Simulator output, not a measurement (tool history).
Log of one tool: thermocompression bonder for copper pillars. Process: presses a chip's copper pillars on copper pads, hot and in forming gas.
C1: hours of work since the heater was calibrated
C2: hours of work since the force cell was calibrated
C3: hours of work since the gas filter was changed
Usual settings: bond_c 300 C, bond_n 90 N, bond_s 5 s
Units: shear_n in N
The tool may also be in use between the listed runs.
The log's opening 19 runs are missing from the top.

Run 20, hour 347.7: usual settings but bond_n 77 N; C1 688; C2 259; C3 49. Result: shear_n 47.2 N.
Run 21, hour 364.4: usual settings but bond_c 299 C, bond_n 86 N, bond_s 7 s; C1 700; C2 271; C3 61. Result: shear_n 58.8 N.
Run 22, hour 385.7: usual settings but bond_c 320 C, bond_n 67 N; C1 715; C2 286; C3 77. Result: shear_n 53.7 N.
Run 23, hour 407.3: usual settings but bond_c 320 C, bond_n 67 N; C1 731; C2 302; C3 92. Result: shear_n 54 N.
Run 24, hour 422.5: usual settings but bond_c 292 C, bond_n 71 N, bond_s 8 s; C1 742; C2 313; C3 103. Result: shear_n 49.2 N.
Run 25, hour 433.6: usual settings but bond_c 292 C, bond_s 3 s; C1 750; C2 321; C3 111. Result: shear_n 39.1 N.
Run 26, hour 450.5: usual settings but bond_c 302 C, bond_n 55 N, bond_s 7 s; C1 762; C2 333; C3 123. Result: shear_n 42.6 N.
Run 27, hour 462.7: usual settings but bond_c 302 C, bond_n 55 N, bond_s 7 s; C1 771; C2 342; C3 132. Result: shear_n 42.9 N.
Run 28, hour 489.6: usual settings but bond_c 309 C, bond_n 93 N, bond_s 6 s; C1 790; C2 361; C3 152. Result: shear_n 65.9 N.
Run 29, hour 502.3: usual settings but bond_c 304 C, bond_n 78 N, bond_s 6 s; C1 799; C2 370; C3 161. Result: shear_n 54.4 N.
Run 30, hour 513.8: usual settings but bond_c 323 C, bond_n 73 N, bond_s 3 s; C1 808; C2 379; C3 169. Result: shear_n 48.4 N.
Run 31, hour 530.1: usual settings; C1 820; C2 390; C3 181. Result: shear_n 53.4 N.
Run 32, hour 555.3: usual settings but bond_n 75 N; C1 838; C2 408; C3 199. Result: shear_n 46.4 N.
Run 33, hour 574.7: usual settings but bond_n 75 N; C1 852; C2 422; C3 213. Result: shear_n 46.6 N.

5 options for the next run, each taken on its own from the tool as it stands now. Forecast them:
Run A, hour 597.6: usual settings but bond_c 281 C, bond_n 118 N, bond_s 6 s; C1 868; C2 439; C3 230. Result: shear_n ?.
Run B, hour 597.6: usual settings but bond_c 304 C, bond_n 112 N, bond_s 6 s; C1 868; C2 439; C3 230. Result: shear_n ?.
Run C, hour 597.6: usual settings but bond_s 12 s; C1 868; C2 439; C3 230. Result: shear_n ?.
Run D, hour 597.6: usual settings but bond_n 68 N, bond_s 4 s; C1 868; C2 439; C3 230. Result: shear_n ?.
Run E, hour 597.6: usual settings but bond_c 312 C, bond_n 75 N; C1 868; C2 439; C3 230. Result: shear_n ?.

run  shear_n
  A     56.6
  B     71.5
  C     76.1
  D     39.4
  E     53.6
Without the tool's hidden state the same runs would have given:
run  shear_n
  A     56.4
  B     71.4
  C     75.9
  D     39.3
  E     53.5

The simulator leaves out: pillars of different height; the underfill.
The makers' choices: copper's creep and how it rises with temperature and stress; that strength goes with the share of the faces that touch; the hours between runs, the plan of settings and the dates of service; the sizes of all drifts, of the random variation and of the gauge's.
